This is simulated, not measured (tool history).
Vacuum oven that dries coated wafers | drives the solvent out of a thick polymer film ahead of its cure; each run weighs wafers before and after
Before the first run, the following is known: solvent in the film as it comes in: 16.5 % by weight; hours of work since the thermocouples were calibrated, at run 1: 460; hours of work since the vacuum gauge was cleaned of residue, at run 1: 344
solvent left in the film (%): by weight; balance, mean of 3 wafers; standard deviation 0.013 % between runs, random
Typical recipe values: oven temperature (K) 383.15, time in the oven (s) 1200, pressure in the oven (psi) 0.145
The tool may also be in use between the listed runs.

run	day	oven temperature (K)	time in the oven (s)	pressure in the oven (psi)	hours of work since the thermocouples were calibrated	hours of work since the vacuum gauge was cleaned of residue	solvent left in the film (%)
1	0	383.15	1200	0.145	460	344	2.35
2	0.654	383.15	1200	0.277	468	352	2.66
3	1.258	383.15	1200	0.277	476	360	2.67
4	2.112	383.15	1200	0.145	487	371	2.36
5	2.804	383.15	1200	0.145	495	379	2.38
6	3.617	383.15	1200	0.145	505	389	2.37
7	4.025	383.15	1680	0.487	510	395	2.12
# day 4.175: oven's thermocouples calibrated
8	4.758	383.15	1680	0.487	7	403	2.02
9	5.258	375.15	2040	0.145	14	409	2.25
10	6.088	383.15	1260	0.148	24	419	2.06
11	6.658	383.15	1200	0.361	31	426	2.7

Some steps in solvent left in the film (%) between neighbouring runs. How much of each would the tool show without its hidden state too (settings, what came in, random variation), and how much is left for the hidden state, with any gauge scatter that isn't in both results?
Unlogged tool condition in this case: true wafer temperature over the reading, C; true pressure over the reading, kPa; drift of the gauge itself on solvent_pct, %.
Run 7 -> 8: oven's thermocouples calibrated. solvent left in the film (%) -0.1: hidden state -0.09, all else -0.01.
Run 10 -> 11: time in the oven (s) 1260 -> 1200, pressure in the oven (psi) 0.148 -> 0.361. solvent left in the film (%) +0.64: hidden state -0.02, all else +0.66.

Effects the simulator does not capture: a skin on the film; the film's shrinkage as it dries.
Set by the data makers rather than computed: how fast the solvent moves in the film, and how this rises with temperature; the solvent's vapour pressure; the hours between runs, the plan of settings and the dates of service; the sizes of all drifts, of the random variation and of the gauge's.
